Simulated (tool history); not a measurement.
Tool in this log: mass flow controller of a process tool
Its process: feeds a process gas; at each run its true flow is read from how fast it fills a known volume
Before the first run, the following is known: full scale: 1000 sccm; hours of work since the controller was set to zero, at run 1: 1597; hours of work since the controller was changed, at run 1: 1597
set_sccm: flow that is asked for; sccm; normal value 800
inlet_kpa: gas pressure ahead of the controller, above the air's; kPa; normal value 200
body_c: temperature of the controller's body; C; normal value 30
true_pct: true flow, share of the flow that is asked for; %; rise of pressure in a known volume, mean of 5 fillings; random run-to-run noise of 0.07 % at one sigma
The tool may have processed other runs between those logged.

run,day,set_sccm,inlet_kpa,body_c,hours of work since the controller was set to zero,hours of work since the controller was changed,true_pct
1,0,800,200,30,1597,1597,98.49
2,2.671,800,200,30,1634,1634,98.45
3,4.846,800,210,30,1663,1663,98.43
4,8.233,800,210,30,1709,1709,98.34
5,11.383,800,210,30,1752,1752,98.39
6,14.054,970,200,30,1788,1788,98.73
7,18.208,970,200,30,1844,1844,98.72
8,21.317,970,200,30,1886,1886,98.6
9,25.321,970,200,30,1940,1940,98.65
10,27.988,970,200,30,1976,1976,98.76
11,30.538,970,200,30,2011,2011,98.73
12,33.033,800,200,30,2045,2045,98.26
13,35.354,800,200,30,2076,2076,98.2
14,38.671,800,200,30,2121,2121,98.26
15,41.042,361,200,30,2153,2153,97.29
16,43.842,361,200,30,2191,2191,97.35
17,48.029,361,200,30,2247,2247,97.33
18,51.029,398,173,24,2288,2288,97.68
19,53.317,398,152,32,2319,2319,97.31
20,57.654,398,152,32,2378,2378,97.18
21,61.946,398,152,32,2436,2436,97.35
22,66.133,966,200,22,2492,2492,98.83
23,69.204,966,200,22,2534,2534,98.72
24,72.454,704,278,22,2578,2578,98.18
25,76.883,222,215,25,2638,2638,97.63
26,79.888,222,215,25,2679,2679,97.63
27,84.183,206,221,25,2737,2737,97.73
28,88.429,800,161,21,2794,2794,98.25
29,90.942,432,182,26,2828,2828,97.43
30,92.954,432,217,20,2855,2855,97.71
31,95.304,787,175,32,2887,2887,97.63
32,99.688,787,175,32,2947,2947,97.64
33,104.25,237,153,32,3008,3008,97.17
34,106.692,237,153,32,3041,3041,97.27

Here are 5 independent what-if runs from the current tool condition. What would each one return?
A,110.617,237,153,36,3094,3094,?
B,110.617,267,200,30,3094,3094,?
C,110.617,237,184,32,3094,3094,?
D,110.617,687,242,38,3094,3094,?
E,110.617,440,227,36,3094,3094,?

run,true_pct
A,96.93
B,97.26
C,97.11
D,97
E,96.73
Take away the tool's hidden state, keep each run's random variation, and the runs would have read:
run,true_pct
A,97.45
B,97.95
C,97.62
D,98.49
E,97.94
